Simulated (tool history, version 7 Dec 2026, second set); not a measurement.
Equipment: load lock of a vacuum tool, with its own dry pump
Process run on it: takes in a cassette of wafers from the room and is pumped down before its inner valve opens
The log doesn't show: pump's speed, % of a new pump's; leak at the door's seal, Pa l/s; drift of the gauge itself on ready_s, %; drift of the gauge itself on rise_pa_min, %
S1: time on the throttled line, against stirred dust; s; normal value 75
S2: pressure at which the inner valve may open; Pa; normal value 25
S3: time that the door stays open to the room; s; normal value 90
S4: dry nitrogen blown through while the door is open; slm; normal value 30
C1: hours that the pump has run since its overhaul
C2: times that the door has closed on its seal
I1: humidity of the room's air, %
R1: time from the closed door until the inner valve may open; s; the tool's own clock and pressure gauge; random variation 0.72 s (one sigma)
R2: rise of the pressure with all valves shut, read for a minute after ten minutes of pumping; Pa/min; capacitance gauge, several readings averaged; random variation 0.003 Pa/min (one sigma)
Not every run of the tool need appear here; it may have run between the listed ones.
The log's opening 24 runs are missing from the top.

{"run": 25, "day": 336.758, "S1": 73, "S2": 40, "S3": 161, "S4": 28, "C1": 15468, "C2": 31029, "I1": 43.7, "R1": 112.6, "R2": 0.142}
{"run": 26, "day": 349.921, "S1": 75, "S2": 25, "S3": 90, "S4": 10, "C1": 15784, "C2": 32527, "I1": 43.5, "R1": 117.5, "R2": 0.17}
{"run": 27, "day": 360.846, "S1": 94, "S2": 32, "S3": 90, "S4": 30, "C1": 16046, "C2": 33770, "I1": 45.5, "R1": 132.7, "R2": 0.15}
{"run": 28, "day": 369.379, "S1": 94, "S2": 32, "S3": 90, "S4": 30, "C1": 16251, "C2": 34741, "I1": 48.4, "R1": 132.4, "R2": 0.157}
{"run": 29, "day": 384.212, "S1": 94, "S2": 32, "S3": 90, "S4": 30, "C1": 16607, "C2": 36429, "I1": 44.0, "R1": 132.8, "R2": 0.171}
{"run": 30, "day": 399.879, "S1": 75, "S2": 25, "S3": 45, "S4": 26, "C1": 16983, "C2": 38212, "I1": 41.6, "R1": 118.0, "R2": 0.164}
{"run": 31, "day": 416.125, "S1": 57, "S2": 21, "S3": 230, "S4": 36, "C1": 17373, "C2": 40060, "I1": 45.1, "R1": 105.2, "R2": 0.197}
{"run": 32, "day": 426.654, "S1": 125, "S2": 42, "S3": 27, "S4": 18, "C1": 17625, "C2": 41258, "I1": 45.9, "R1": 157.4, "R2": 0.19}
{"run": 33, "day": 436.329, "S1": 125, "S2": 42, "S3": 27, "S4": 18, "C1": 17857, "C2": 42359, "I1": 47.8, "R1": 157.7, "R2": 0.198}
{"run": 34, "day": 445.312, "S1": 125, "S2": 31, "S3": 95, "S4": 21, "C1": 18073, "C2": 43382, "I1": 43.8, "R1": 159.4, "R2": 0.214}
{"run": 35, "day": 459.438, "S1": 75, "S2": 35, "S3": 37, "S4": 7, "C1": 18412, "C2": 44989, "I1": 44.9, "R1": 117.2, "R2": 0.228}
{"run": 36, "day": 469.846, "S1": 75, "S2": 25, "S3": 106, "S4": 30, "C1": 18662, "C2": 46173, "I1": 40.6, "R1": 120.5, "R2": 0.223}
{"day": 470.838, "done": "dry pump taken out, an overhauled one fitted"}
{"run": 37, "day": 484.329, "S1": 117, "S2": 25, "S3": 212, "S4": 30, "C1": 324, "C2": 47793, "I1": 44.1, "R1": 145.5, "R2": 0.238}

Each row is a separate what-if for the run after 37, all from the same tool condition, not one after another. Results?
{"run": "A", "day": 493.162, "S1": 75, "S2": 25, "S3": 62, "S4": 15, "C1": 536, "C2": 48798, "I1": 43.0, "R1": "?", "R2": "?"}
{"run": "B", "day": 493.162, "S1": 132, "S2": 25, "S3": 84, "S4": 30, "C1": 536, "C2": 48798, "I1": 42.5, "R1": "?", "R2": "?"}
{"run": "C", "day": 493.162, "S1": 117, "S2": 25, "S3": 212, "S4": 30, "C1": 536, "C2": 48798, "I1": 44.1, "R1": "?", "R2": "?"}

run=A R1=109.7 R2=0.251
run=B R1=158.1 R2=0.242
run=C R1=144.9 R2=0.253
The same runs, with their run-to-run variation unchanged, on a tool lacking any hidden condition would have given:
run=A R1=109.2 R2=0.044
run=B R1=157.9 R2=0.037
run=C R1=144.6 R2=0.052
